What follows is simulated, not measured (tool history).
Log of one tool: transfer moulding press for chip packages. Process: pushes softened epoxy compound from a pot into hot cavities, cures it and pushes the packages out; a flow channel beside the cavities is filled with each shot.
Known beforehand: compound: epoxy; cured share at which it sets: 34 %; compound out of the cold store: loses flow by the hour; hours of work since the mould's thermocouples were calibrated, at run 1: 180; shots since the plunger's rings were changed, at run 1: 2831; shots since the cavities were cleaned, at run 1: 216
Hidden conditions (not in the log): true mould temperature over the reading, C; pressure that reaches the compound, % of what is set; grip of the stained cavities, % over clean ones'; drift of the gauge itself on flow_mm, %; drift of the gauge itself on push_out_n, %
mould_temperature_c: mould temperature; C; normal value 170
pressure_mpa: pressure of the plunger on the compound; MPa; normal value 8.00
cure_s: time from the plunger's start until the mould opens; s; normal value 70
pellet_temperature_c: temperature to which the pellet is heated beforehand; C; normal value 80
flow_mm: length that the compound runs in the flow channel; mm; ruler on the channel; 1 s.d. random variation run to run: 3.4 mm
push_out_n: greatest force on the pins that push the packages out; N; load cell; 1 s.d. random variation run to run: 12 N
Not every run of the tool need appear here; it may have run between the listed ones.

run,hour,mould_temperature_c,pressure_mpa,cure_s,pellet_temperature_c,hours of work since the mould's thermocouples were calibrated,shots since the plunger's rings were changed,shots since the cavities were cleaned,incoming compound's hours out of the cold store,flow_mm,push_out_n
1,0.0,170,8.00,70,80,180,2831,216,23.9,583,600
# hour 38.2: cavities cleaned with cleaning compound and waxed
2,67.9,170,8.00,70,80,213,3647,365,10.7,619,614
# hour 94.2: cavities cleaned with cleaning compound and waxed
3,139.0,170,8.00,70,80,247,4503,551,29.1,569,591
# hour 155.9: cavities cleaned with cleaning compound and waxed
# hour 188.0: plunger's sealing rings changed
# hour 218.7: cavities cleaned with cleaning compound and waxed
4,222.8,170,9.01,70,80,286,408,50,10.3,668,606
5,259.4,170,9.01,70,80,304,858,500,29.8,603,561
# hour 273.5: cavities cleaned with cleaning compound and waxed
# hour 335.2: cavities cleaned with cleaning compound and waxed
6,341.8,170,9.01,70,80,343,1836,82,20.0,637,568
# hour 394.2: cavities cleaned with cleaning compound and waxed
7,402.6,170,9.01,70,80,372,2565,104,35.2,589,579
8,441.2,170,9.01,70,80,391,3038,577,41.6,577,593
# hour 454.7: cavities cleaned with cleaning compound and waxed
9,482.3,170,8.00,70,80,411,3526,340,28.1,575,598
# hour 512.5: cavities cleaned with cleaning compound and waxed
10,531.1,176,8.00,70,80,434,4108,229,28.4,570,461
# hour 567.4: cavities cleaned with cleaning compound and waxed
11,573.9,176,8.00,70,80,455,4615,80,27.5,571,466
# hour 614.5: plunger's sealing rings changed
# hour 628.5: cavities cleaned with cleaning compound and waxed
12,653.1,164,8.00,70,80,492,456,302,42.8,546,803
# hour 685.9: cavities cleaned with cleaning compound and waxed
# hour 744.8: cavities cleaned with cleaning compound and waxed
13,745.8,170,8.00,70,80,536,1559,13,17.5,605,605
# hour 803.9: cavities cleaned with cleaning compound and waxed
14,820.7,170,8.00,90,80,572,2462,207,31.1,565,447
# hour 863.9: cavities cleaned with cleaning compound and waxed
15,865.4,170,8.00,70,90,594,2993,19,20.2,595,538
# hour 920.8: cavities cleaned with cleaning compound and waxed
16,947.4,170,8.00,70,90,634,3983,327,16.4,601,586
# hour 979.2: cavities cleaned with cleaning compound and waxed
17,1002.4,173,9.46,55,83,660,4640,284,39.2,593,828
# hour 1034.7: cavities cleaned with cleaning compound and waxed
# hour 1042.5: plunger's sealing rings changed
18,1084.4,170,8.00,70,79,699,515,580,16.8,610,613
# hour 1094.2: cavities cleaned with cleaning compound and waxed
# hour 1151.1: cavities cleaned with cleaning compound and waxed
19,1176.4,170,8.00,61,80,743,1610,311,47.6,523,764
# hour 1193.7: mould's thermocouples calibrated
# hour 1215.5: cavities cleaned with cleaning compound and waxed
20,1216.7,174,6.24,77,83,11,2062,14,19.9,526,470
# hour 1273.1: cavities cleaned with cleaning compound and waxed
21,1275.3,169,6.80,68,81,39,2765,28,44.0,498,641
22,1314.8,170,6.77,70,80,58,3250,513,33.5,512,592
# hour 1333.0: cavities cleaned with cleaning compound and waxed
23,1376.4,170,8.00,86,80,88,3990,534,9.2,629,468
# hour 1392.7: cavities cleaned with cleaning compound and waxed
# hour 1450.8: cavities cleaned with cleaning compound and waxed
24,1458.2,174,8.49,74,82,127,4959,92,12.9,630,483
# hour 1472.5: plunger's sealing rings changed
# hour 1513.6: cavities cleaned with cleaning compound and waxed
25,1552.7,165,8.49,51,90,172,967,480,28.7,595,1625
# hour 1569.6: cavities cleaned with cleaning compound and waxed
26,1613.7,165,8.49,51,90,201,1699,543,26.2,601,1635

Per-run results on a tool with no hidden state, each run keeping its own random variation:
run,push_out_n
1,598
2,609
3,585
4,605
5,555
6,567
7,577
8,587
9,593
10,459
11,465
12,798
13,605
14,445
15,538
16,582
17,823
18,607
19,760
20,470
21,640
22,585
23,462
24,481
25,1608
26,1618
flow_mm without the hidden state stays within 1 mm of what was measured, in all runs.

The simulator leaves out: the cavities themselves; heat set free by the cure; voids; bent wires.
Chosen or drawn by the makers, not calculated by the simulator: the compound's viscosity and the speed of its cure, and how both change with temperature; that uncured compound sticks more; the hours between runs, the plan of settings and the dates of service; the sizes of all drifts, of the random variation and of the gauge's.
